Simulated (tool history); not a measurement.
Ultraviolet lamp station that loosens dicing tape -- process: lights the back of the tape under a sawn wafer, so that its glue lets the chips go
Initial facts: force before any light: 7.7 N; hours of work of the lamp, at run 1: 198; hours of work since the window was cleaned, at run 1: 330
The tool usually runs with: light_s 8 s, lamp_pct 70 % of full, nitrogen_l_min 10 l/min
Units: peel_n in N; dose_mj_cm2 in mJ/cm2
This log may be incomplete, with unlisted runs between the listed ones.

run    hour  light_s  lamp_pct  nitrogen_l_min  hours of work of the lamp  hours of work since the window was cleaned  peel_n  dose_mj_cm2
  1       0        8        70              10                        198                                         330   0.541          507
  2    24.6        8        70              10                        216                                         348   0.539          514
  3    55.4        8        70              10                        239                                         371   0.522          508
  4   102.7        8        70              10                        274                                         406   0.553          504
  5   144.2        8        72              10                        305                                         437   0.505          529
  6   187.7       14        70              10                        337                                         469   0.265          885
  7   208.7       14        70              10                        353                                         484   0.258          894
  8     251        8        70              10                        384                                         516   0.539          514
  9   277.4        8        70               4                        404                                         535   0.902          510
      287.8  -- window cleaned of glue's vapour
 10   319.5        8        70              10                        434                                          23   0.533          506
 11   348.3        8        70               7                        456                                          45   0.673          510
 12   388.7        8        70               7                        486                                          75   0.661          510
 13   408.7        8        70              10                        500                                          89    0.54          508
 14   429.6        8        70              10                        516                                         105   0.524          509
 15   449.7        8        70              10                        531                                         120   0.528          508
 16     497        8        70              10                        566                                         155   0.536          508
 17   523.4        8        70              10                        585                                         174    0.54          506
 18   543.2        8        70              10                        600                                         189   0.559          507
 19   567.6        8        92              10                        618                                         207   0.336          672
 20   595.1        8        92              10                        638                                         227   0.353          669
 21     644        8        71              10                        675                                         264   0.545          516
 22   674.4        8        66              18                        697                                         286   0.454          479
 23   698.5        8        66              18                        715                                         304   0.473          482
 24   738.1        8        66              18                        744                                         333   0.476          486
 25   760.6        8        66              18                        761                                         350   0.459          481
 26   807.6        8        66              18                        796                                         385    0.46          481
 27   840.4        9        79               9                        820                                         409   0.367          651
 28   887.2       11        80               9                        855                                         444   0.289          799
 29   909.6        8        70              13                        871                                         460   0.473          507
 30   930.3        8        70              13                        887                                         476   0.447          512
 31   962.3        8        70              19                        910                                         499   0.413          510
 32   993.1        8        86               8                        933                                         522   0.427          628
     1019.5  -- window cleaned of glue's vapour
 33  1021.3        8        81               8                        954                                           1   0.477          589
 34  1061.9        8        88              10                        984                                          31   0.381          644
 35    1090       13        76               9                       1005                                          52   0.264          897
 36  1124.2       13        76               9                       1030                                          78   0.265          899
 37    1169        8        70              10                       1063                                         111   0.537          509
 38  1215.8       14        87               8                       1098                                         145   0.251         1104
 39  1245.2       14        87               8                       1119                                         167    0.26         1102
 40  1267.7       14        87               8                       1136                                         184   0.251         1117
 41  1315.2       14        87               8                       1171                                         219   0.238         1112

What will run 42 give?
     1320.1  -- lamp changed
 42  1341.6       14        87               8                         16                                         238       ?            ?

{"run 42": {"peel_n": 0.244, "dose_mj_cm2": 1107}}
On a tool with no hidden condition, and with the same random variation, this run would have come out at peel_n 0.244 N, dose_mj_cm2 1107 mJ/cm2.
